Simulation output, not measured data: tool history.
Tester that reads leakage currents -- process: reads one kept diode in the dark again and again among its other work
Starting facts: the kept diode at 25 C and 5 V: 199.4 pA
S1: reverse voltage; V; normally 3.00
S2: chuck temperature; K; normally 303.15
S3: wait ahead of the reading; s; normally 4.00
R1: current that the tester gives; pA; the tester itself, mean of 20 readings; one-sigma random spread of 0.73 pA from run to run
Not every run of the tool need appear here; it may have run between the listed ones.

run    hour     S1      S2    S3       R1
  1     0.0   3.00  303.15  4.00   263.20
  2    32.7   3.00  303.15  4.00   264.68
  3    89.7   3.00  303.15  9.65   263.94
  4   126.7   3.00  303.15  9.65   264.10
  5   170.6   3.00  303.15  4.00   265.52
  6   238.0   2.65  303.15  4.00   256.61
  7   292.4   2.65  303.15  4.00   256.66
  8   326.7   3.00  303.15  4.00   265.17
  9   384.9   3.00  303.15  4.00   267.61
      402.7  -- chuck's temperature calibrated
 10   417.9   3.00  303.15  4.00   249.00
 11   480.5   2.13  303.15  4.00   224.58
      488.4  -- tester calibrated
 12   548.3   2.13  303.15  4.00   225.53
 13   617.2   7.21  303.15  4.00   332.38
 14   649.2   3.00  303.15  4.00   251.69
 15   687.5   3.00  303.15  4.00   252.32
 16   737.7   3.00  303.15  4.00   253.49
 17   795.9   4.19  322.15  1.09   960.26
      810.0  -- tester calibrated, once more
 18   862.9   1.81  322.15  3.60   740.09
 19   899.3   8.22  329.15  7.49  1782.27
 20   966.4  16.00  303.15  2.11   435.58
 21  1014.3   1.49  327.15  2.11   952.90
 22  1044.2   1.49  327.15  2.11   941.85
 23  1109.1   7.31  306.15  1.98   411.72
 24  1154.5   7.31  306.15  1.98   412.30
 25  1211.9   7.31  306.15  1.98   412.73
 26  1260.5   7.31  306.15  1.98   417.70
 27  1301.0   8.76  326.15  9.49  1551.79
 28  1363.7   8.76  295.15  0.94   210.11
 29  1407.5   8.76  295.15  0.94   212.55
 30  1440.3   9.57  317.15  1.08   929.02
 31  1487.7   2.10  307.15  0.43   303.23
 32  1549.9   3.29  316.15  1.41   624.72

Each row is a separate what-if for the run after 32, all from the same tool condition, not one after another. Results?
  A  1590.2  11.06  316.15  2.49   ?
  B  1590.2   3.00  303.15  1.73   ?
  C  1590.2  15.30  303.15  6.48   ?

run      R1
  A  913.71
  B  256.81
  C  437.46
The same runs, with their run-to-run variation unchanged, on a tool lacking any hidden condition would have given:
run      R1
  A  865.52
  B  242.68
  C  399.74
